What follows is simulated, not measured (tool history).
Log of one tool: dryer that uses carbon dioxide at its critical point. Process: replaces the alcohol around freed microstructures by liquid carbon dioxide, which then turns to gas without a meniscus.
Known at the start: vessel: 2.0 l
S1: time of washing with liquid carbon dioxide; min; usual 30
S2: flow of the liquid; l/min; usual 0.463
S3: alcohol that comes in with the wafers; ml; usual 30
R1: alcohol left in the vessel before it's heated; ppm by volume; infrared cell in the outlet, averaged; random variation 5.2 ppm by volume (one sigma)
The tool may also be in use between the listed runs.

run    hour  S1     S2   S3    R1
  1     0.0  30  0.463   30   212
  2    41.1  30  0.463   30   229
  3    97.3  30  0.463   30   225
  4   140.5  30  0.463   30   244
  5   189.5  30  0.463   21   232
  6   215.7  30  0.463   21   241
  7   275.2  30  0.463   21   249
  8   303.0  30  0.463   21   266
  9   346.3  30  0.362   21   407
 10   392.7  30  0.362   37   605
 11   423.0  30  0.362   37   624
 12   483.5  30  0.463   30   333
 13   540.2  30  0.463   30   342
 14   599.3  25  0.463   30   510
 15   626.3  30  0.514   81   446
 16   655.1  30  0.514   81   446
      685.7  -- purifier's bed changed
 17   708.5  25  0.453   30   320
 18   746.8  25  0.453   30   342
 19   775.6  47  0.384   44    64
 20   807.6  30  0.463   87   442
 21   845.5  30  0.463   87   472
 22   872.4  30  0.592   30    75
      904.0  -- inlet filter changed
 23   919.6  30  0.592   62    74
 24   973.4  46  0.463   30    65
 25  1005.1  23  0.463  109  1096
 26  1039.9  23  0.463  109  1116
 27  1081.3  19  0.386   45  1543

3 ways to go on from here, each from the tool as it stands after run 27. What would each give?
  A  1121.9  30  0.463  30   ?
  B  1121.9  41  0.766  31   ?
  C  1121.9  35  0.386  54   ?

run   R1
  A  179
  B   75
  C  278
Without the tool's hidden state the same runs would have given:
run   R1
  A   89
  B    1
  C  175

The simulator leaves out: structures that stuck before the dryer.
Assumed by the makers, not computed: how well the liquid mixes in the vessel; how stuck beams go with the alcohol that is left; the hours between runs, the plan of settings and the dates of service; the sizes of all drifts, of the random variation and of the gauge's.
